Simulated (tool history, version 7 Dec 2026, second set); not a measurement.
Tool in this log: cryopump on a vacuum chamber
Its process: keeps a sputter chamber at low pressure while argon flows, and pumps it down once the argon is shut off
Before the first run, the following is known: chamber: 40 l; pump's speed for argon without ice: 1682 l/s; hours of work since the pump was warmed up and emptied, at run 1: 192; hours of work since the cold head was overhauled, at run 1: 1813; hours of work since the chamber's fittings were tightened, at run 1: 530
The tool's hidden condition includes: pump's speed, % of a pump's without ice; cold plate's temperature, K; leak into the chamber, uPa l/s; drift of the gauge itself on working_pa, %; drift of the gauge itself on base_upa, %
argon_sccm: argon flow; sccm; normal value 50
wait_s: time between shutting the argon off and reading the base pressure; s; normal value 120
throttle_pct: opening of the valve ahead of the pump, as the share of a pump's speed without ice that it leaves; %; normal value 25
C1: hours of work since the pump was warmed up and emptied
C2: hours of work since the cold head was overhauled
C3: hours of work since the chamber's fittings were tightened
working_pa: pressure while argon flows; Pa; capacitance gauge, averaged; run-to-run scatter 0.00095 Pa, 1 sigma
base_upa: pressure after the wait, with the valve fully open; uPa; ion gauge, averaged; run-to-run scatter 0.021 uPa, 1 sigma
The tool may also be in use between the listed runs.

Run 1, day 0.000: usual settings; C1 192; C2 1813; C3 530. Result: working_pa 0.2082 Pa, base_upa 1.13 uPa.
Run 2, day 2.146: usual settings but throttle_pct 28 %; C1 229; C2 1849; C3 567. Result: working_pa 0.1906 Pa, base_upa 1.21 uPa.
Run 3, day 5.067: usual settings but throttle_pct 28 %; C1 278; C2 1899; C3 616. Result: working_pa 0.1931 Pa, base_upa 1.36 uPa.
Run 4, day 6.288: usual settings but throttle_pct 28 %; C1 299; C2 1919; C3 637. Result: working_pa 0.1936 Pa, base_upa 1.47 uPa.
Run 5, day 8.642: usual settings but throttle_pct 28 %; C1 339; C2 1959; C3 677. Result: working_pa 0.1965 Pa, base_upa 1.54 uPa.
Run 6, day 10.146: usual settings but throttle_pct 28 %; C1 364; C2 1985; C3 702. Result: working_pa 0.1970 Pa, base_upa 1.62 uPa.
Run 7, day 12.433: usual settings but argon_sccm 90 sccm, wait_s 222 s, throttle_pct 46 %; C1 403; C2 2023; C3 741. Result: working_pa 0.2332 Pa, base_upa 1.66 uPa.
Run 8, day 14.179: usual settings but argon_sccm 48 sccm, wait_s 271 s; C1 433; C2 2053; C3 771. Result: working_pa 0.2145 Pa, base_upa 1.74 uPa.
Run 9, day 16.538: usual settings but argon_sccm 56 sccm, wait_s 223 s; C1 473; C2 2093; C3 810. Result: working_pa 0.2545 Pa, base_upa 1.93 uPa.
At day 18.388: pump warmed up, emptied and cooled again.
Run 10, day 18.812: usual settings but argon_sccm 43 sccm, wait_s 45 s, throttle_pct 15 %; C1 7; C2 2128; C3 846. Result: working_pa 0.2910 Pa, base_upa 1.81 uPa.
Run 11, day 20.600: usual settings but throttle_pct 33 %; C1 37; C2 2158; C3 876. Result: working_pa 0.1544 Pa, base_upa 1.49 uPa.
Run 12, day 22.508: usual settings but argon_sccm 78 sccm, throttle_pct 17 %; C1 70; C2 2191; C3 908. Result: working_pa 0.4662 Pa, base_upa 1.60 uPa.

Branching from run 12: 5 alternative next runs. What would each branch give?
Run A, day 25.038: usual settings but argon_sccm 99 sccm, wait_s 69 s, throttle_pct 17 %; C1 113; C2 2233; C3 951. Result: working_pa ?, base_upa ?.
Run B, day 25.038: usual settings but wait_s 72 s, throttle_pct 40 %; C1 113; C2 2233; C3 951. Result: working_pa ?, base_upa ?.
Run C, day 25.038: usual settings but argon_sccm 88 sccm, throttle_pct 17 %; C1 113; C2 2233; C3 951. Result: working_pa ?, base_upa ?.
Run D, day 25.038: usual settings but argon_sccm 73 sccm; C1 113; C2 2233; C3 951. Result: working_pa ?, base_upa ?.
Run E, day 25.038: usual settings but wait_s 203 s, throttle_pct 48 %; C1 113; C2 2233; C3 951. Result: working_pa ?, base_upa ?.

run  working_pa  base_upa
  A      0.5992      1.84
  B      0.1308      1.83
  C      0.5304      1.72
  D      0.3022      1.70
  E      0.1094      1.69
Without the tool's unlogged condition, the same runs would have read:
run  working_pa  base_upa
  A      0.5882      0.49
  B      0.1253      0.51
  C      0.5207      0.39
  D      0.2941      0.38
  E      0.1039      0.31
